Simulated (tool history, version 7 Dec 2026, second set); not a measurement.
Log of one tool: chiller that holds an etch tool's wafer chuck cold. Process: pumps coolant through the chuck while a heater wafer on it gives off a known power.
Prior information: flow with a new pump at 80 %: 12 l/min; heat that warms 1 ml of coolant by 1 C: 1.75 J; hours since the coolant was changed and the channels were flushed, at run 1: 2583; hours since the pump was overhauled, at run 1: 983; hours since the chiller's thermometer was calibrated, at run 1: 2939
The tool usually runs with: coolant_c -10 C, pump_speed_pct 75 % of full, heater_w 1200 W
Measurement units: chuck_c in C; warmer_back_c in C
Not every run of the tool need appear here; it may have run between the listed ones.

run   hour  coolant_c  pump_speed_pct  heater_w  hours since the coolant was changed and the channels were flushed  hours since the pump was overhauled  hours since the chiller's thermometer was calibrated  chuck_c  warmer_back_c
  1    0.0        -10              75      1200                                                               2583                                  983                                                  2939     -1.5           3.70
  2   59.0        -10              75      1297                                                               2642                                 1042                                                  2998     -0.6           4.02
  3  101.8        -10              75      1297                                                               2685                                 1085                                                  3040     -0.8           4.01
  4  144.0        -10              75      1297                                                               2727                                 1127                                                  3083     -0.9           4.03
  5  200.6        -10              75      1200                                                               2784                                 1184                                                  3139     -1.6           3.77
  6  262.8        -10              62      1200                                                               2846                                 1246                                                  3201      0.2           4.61
  7  293.5        -10              72      1200                                                               2877                                 1277                                                  3232     -1.2           3.93
  8  360.1        -10              72       983                                                               2943                                 1343                                                  3299     -2.7           3.20
  9  401.0        -10              75       871                                                               2984                                 1384                                                  3340     -3.9           2.72
 10  454.5        -10              75       871                                                               3038                                 1438                                                  3393     -3.9           2.79
 11  517.1        -12              75      1200                                                               3100                                 1500                                                  3456     -3.6           3.76
     542.0  -- chiller's thermometer calibrated
 12  569.5        -14              75      1200                                                               3152                                 1552                                                    27     -5.0           3.73
 13  630.8        -14              75      1200                                                               3213                                 1613                                                    89     -4.8           3.81
 14  694.4         -3              75      1172                                                               3276                                 1677                                                   152      5.9           3.71
 15  728.0        -13              75      1200                                                               3310                                 1710                                                   186     -3.9           3.76
 16  788.2        -13              75       678                                                               3370                                 1771                                                   246     -7.9           2.19
 17  827.9        -13              75       678                                                               3410                                 1810                                                   286     -7.9           2.14

For run 18, what comes out?
 18  867.9        -15              75      1430                                                               3450                                 1850                                                   326        ?              ?

chuck_c: -4.3 C
warmer_back_c: 4.54 C
Without the tool's hidden state the same run would have given chuck_c -5.3 C, warmer_back_c 4.40 C.
